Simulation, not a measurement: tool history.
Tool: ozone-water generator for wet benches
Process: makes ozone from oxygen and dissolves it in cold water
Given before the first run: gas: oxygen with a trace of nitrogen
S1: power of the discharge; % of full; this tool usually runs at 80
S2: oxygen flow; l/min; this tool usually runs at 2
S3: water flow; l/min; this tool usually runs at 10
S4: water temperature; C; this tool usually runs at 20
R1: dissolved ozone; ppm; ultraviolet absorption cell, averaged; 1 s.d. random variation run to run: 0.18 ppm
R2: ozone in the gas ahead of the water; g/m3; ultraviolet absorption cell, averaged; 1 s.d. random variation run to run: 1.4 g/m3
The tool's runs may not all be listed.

run,hour,S1,S2,S3,S4,R1,R2
1,0,80,2,10,20,23.9,253.6
2,46.7,46,2,10,20,17.6,182.7
3,76.5,46,2,10,20,17.4,184.6
4,109.8,46,2,10,20,17.3,184.7
5,149.3,46,2,10,20,17.1,183.3
# hour 155.4: water thermometer calibrated
6,176.8,80,2,8,20,28.3,251.6
7,211.7,80,2,8,20,27.8,252.6
8,235.8,80,2,8,20,28,251.6
9,280.4,80,2,8,20,28.3,249.5
10,323.4,80,2,8,20,28.1,249.7
11,352.9,80,2.02,10,20,23.6,248.3
12,392.7,80,2.02,10,20,23.4,248.3
13,418,66,2.41,10,23,20.5,205.5
14,446.7,46,1.47,15,26,10.7,208.5

Alternative continuations, all from the tool just after run 14; predict every row:
A,488.8,80,1.59,10,18,?,?
B,488.8,82,2,10,21,?,?
C,488.8,80,2,15,16,?,?
D,488.8,74,1.36,16,26,?,?
E,488.8,80,2.14,10,20,?,?

run,R1,R2
A,22.8,277.2
B,23.7,252.6
C,17.3,246.6
D,12.7,284.6
E,23.5,240.5
Without the tool's hidden state the same runs would have given:
run,R1,R2
A,25.1,290.7
B,26.1,265
C,19.2,258.6
D,14.2,297.8
E,25.9,252.2

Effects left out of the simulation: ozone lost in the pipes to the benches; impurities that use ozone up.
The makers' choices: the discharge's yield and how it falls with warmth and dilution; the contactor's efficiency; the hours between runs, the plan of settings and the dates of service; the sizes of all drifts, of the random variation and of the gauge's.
